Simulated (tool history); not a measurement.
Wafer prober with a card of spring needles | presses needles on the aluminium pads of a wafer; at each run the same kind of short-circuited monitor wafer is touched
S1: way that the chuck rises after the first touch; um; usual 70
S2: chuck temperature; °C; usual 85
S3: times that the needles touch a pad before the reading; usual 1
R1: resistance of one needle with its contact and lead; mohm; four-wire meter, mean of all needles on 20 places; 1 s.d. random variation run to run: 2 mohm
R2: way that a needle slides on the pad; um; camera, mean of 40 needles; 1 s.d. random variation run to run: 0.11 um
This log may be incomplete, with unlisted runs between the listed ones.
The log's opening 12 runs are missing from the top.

-- day=3.738 tips cleaned on abrasive film
run 13 day=3.938 | S1=70 S2=85 S3=1 | R1=220 R2=15.93
-- day=4 tips cleaned on abrasive film
run 14 day=4.183 | S1=70 S2=85 S3=1 | R1=222 R2=15.89
-- day=4.271 tips cleaned on abrasive film
-- day=4.542 tips cleaned on abrasive film
run 15 day=4.542 | S1=70 S2=85 S3=1 | R1=224 R2=16.1
-- day=4.796 tips cleaned on abrasive film
run 16 day=4.796 | S1=70 S2=66 S3=1 | R1=218 R2=15.75
-- day=5.071 tips cleaned on abrasive film
run 17 day=5.2 | S1=70 S2=66 S3=1 | R1=216 R2=15.79
-- day=5.333 tips cleaned on abrasive film
-- day=5.6 tips cleaned on abrasive film
run 18 day=5.625 | S1=70 S2=57 S3=2 | R1=214 R2=15.66
-- day=5.867 tips cleaned on abrasive film
run 19 day=5.867 | S1=70 S2=57 S3=2 | R1=211 R2=15.86
-- day=6.125 tips cleaned on abrasive film
run 20 day=6.217 | S1=56 S2=85 S3=1 | R1=221 R2=12.69
-- day=6.392 tips cleaned on abrasive film
run 21 day=6.592 | S1=56 S2=59 S3=2 | R1=217 R2=12.72
-- day=6.65 tips cleaned on abrasive film
run 22 day=6.792 | S1=51 S2=59 S3=2 | R1=215 R2=11.62
-- day=6.912 tips cleaned on abrasive film
run 23 day=7.112 | S1=51 S2=32 S3=2 | R1=211 R2=11.57
-- day=7.192 tips cleaned on abrasive film
run 24 day=7.317 | S1=56 S2=73 S3=2 | R1=222 R2=12.55
-- day=7.454 tips cleaned on abrasive film
-- day=7.562 height of the first contact set anew
run 25 day=7.617 | S1=56 S2=73 S3=2 | R1=227 R2=12.68
-- day=7.738 tips cleaned on abrasive film
run 26 day=7.925 | S1=56 S2=50 S3=1 | R1=213 R2=12.91
-- day=8.008 tips cleaned on abrasive film
-- day=8.262 tips cleaned on abrasive film
run 27 day=8.308 | S1=75 S2=32 S3=1 | R1=207 R2=16.99
-- day=8.517 tips cleaned on abrasive film
run 28 day=8.629 | S1=75 S2=32 S3=1 | R1=207 R2=17.06
-- day=8.792 tips cleaned on abrasive film
run 29 day=8.85 | S1=75 S2=32 S3=1 | R1=210 R2=16.82
-- day=9.046 tips cleaned on abrasive film
run 30 day=9.088 | S1=75 S2=32 S3=2 | R1=207 R2=17.14
-- day=9.325 tips cleaned on abrasive film
run 31 day=9.471 | S1=55 S2=31 S3=1 | R1=211 R2=12.59
-- day=9.6 tips cleaned on abrasive film
run 32 day=9.762 | S1=55 S2=31 S3=1 | R1=210 R2=12.4

3 options for the next run, each taken on its own from the tool as it stands now. Forecast them:
-- day=9.867 tips cleaned on abrasive film
-- day=10.121 tips cleaned on abrasive film
run A day=10.179 | S1=81 S2=48 S3=1 | R1=? R2=?
-- day=9.867 tips cleaned on abrasive film
-- day=10.121 tips cleaned on abrasive film
run B day=10.179 | S1=79 S2=38 S3=2 | R1=? R2=?
-- day=9.867 tips cleaned on abrasive film
-- day=10.121 tips cleaned on abrasive film
run C day=10.179 | S1=72 S2=85 S3=1 | R1=? R2=?

run=A R1=211 R2=18.5
run=B R1=212 R2=17.74
run=C R1=220 R2=16.25
Stripped of hidden state, with their random variation kept, the same runs would have yielded:
run=A R1=210 R2=18.5
run=B R1=212 R2=17.74
run=C R1=220 R2=16.25

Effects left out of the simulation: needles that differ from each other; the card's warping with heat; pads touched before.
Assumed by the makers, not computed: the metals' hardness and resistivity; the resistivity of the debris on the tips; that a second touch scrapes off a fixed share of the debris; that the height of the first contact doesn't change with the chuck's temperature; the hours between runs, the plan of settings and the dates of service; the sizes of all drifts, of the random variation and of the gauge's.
